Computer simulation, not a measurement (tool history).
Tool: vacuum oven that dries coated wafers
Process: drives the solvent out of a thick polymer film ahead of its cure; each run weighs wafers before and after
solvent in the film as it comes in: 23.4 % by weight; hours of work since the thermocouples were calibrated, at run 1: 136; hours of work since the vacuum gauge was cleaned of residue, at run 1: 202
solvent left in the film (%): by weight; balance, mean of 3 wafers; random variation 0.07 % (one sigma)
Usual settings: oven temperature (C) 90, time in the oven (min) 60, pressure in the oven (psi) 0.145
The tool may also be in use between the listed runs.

run     day  oven temperature (C)  time in the oven (min)  pressure in the oven (psi)  hours of work since the thermocouples were calibrated  hours of work since the vacuum gauge was cleaned of residue  solvent left in the film (%)
  1   0.000                    90                      60                       0.145                                                    136                                                          202                          4.94
  2   0.546                    90                      60                       0.145                                                    146                                                          212                          4.82
  3   0.871                    90                      60                       0.145                                                    152                                                          218                          4.93
  4   1.183                    90                      60                       0.145                                                    157                                                          224                          4.86
  5   1.421                    90                      60                       0.145                                                    162                                                          228                          4.89
  6   1.796                    90                      70                       0.145                                                    169                                                          235                          3.98
  7   2.188                    90                      60                       0.145                                                    176                                                          242                          4.89
  8   2.758                    90                      60                       0.145                                                    187                                                          253                          5.02
  9   3.133                    90                     100                       0.145                                                    193                                                          260                          2.40
 10   3.633                    90                      60                       0.145                                                    203                                                          269                          5.07
 11   4.075                    90                      60                       0.145                                                    211                                                          277                          4.91
 12   4.550                    90                      60                       0.145                                                    220                                                          286                          5.00
 13   4.817                    90                      60                       0.145                                                    225                                                          291                          4.96
 14   5.158                    99                      38                       0.116                                                    231                                                          297                          4.79
 15   5.679                    99                      38                       0.116                                                    241                                                          307                          4.75
 16   5.946                    99                      38                       0.116                                                    245                                                          312                          4.66
 17   6.242                    81                      74                       0.441                                                    251                                                          317                          9.14
 18   6.508                    94                      60                       0.145                                                    256                                                          322                          3.65
 19   7.029                    94                      60                       0.145                                                    266                                                          332                          3.71
 20   7.467                    88                      38                       0.145                                                    274                                                          340                          8.66
 21   7.938                   103                      46                       0.126                                                    282                                                          349                          2.60
 22   8.325                    90                      75                       0.177                                                    289                                                          356                          3.95
 23   8.892                    95                      66                       0.145                                                    300                                                          366                          3.03
 24   9.350                   100                      44                       0.094                                                    308                                                          375                          3.59
 25   9.658                    90                      60                       0.226                                                    314                                                          381                          5.52
 26  10.000                    90                      60                       0.563                                                    320                                                          387                          7.44

Forecast each of these 4 alternatives for the next run:
  A  10.283                    90                      54                       0.563                                                    326                                                          392                             ?
  B  10.283                    79                      52                       0.477                                                    326                                                          392                             ?
  C  10.283                    90                      70                       0.145                                                    326                                                          392                             ?
  D  10.283                    86                      57                       0.086                                                    326                                                          392                             ?

run  solvent left in the film (%)
  A                          7.81
  B                         11.95
  C                          4.19
  D                          6.58
Without the tool's hidden state the same runs would have given:
run  solvent left in the film (%)
  A                          7.58
  B                         11.70
  C                          3.97
  D                          6.34
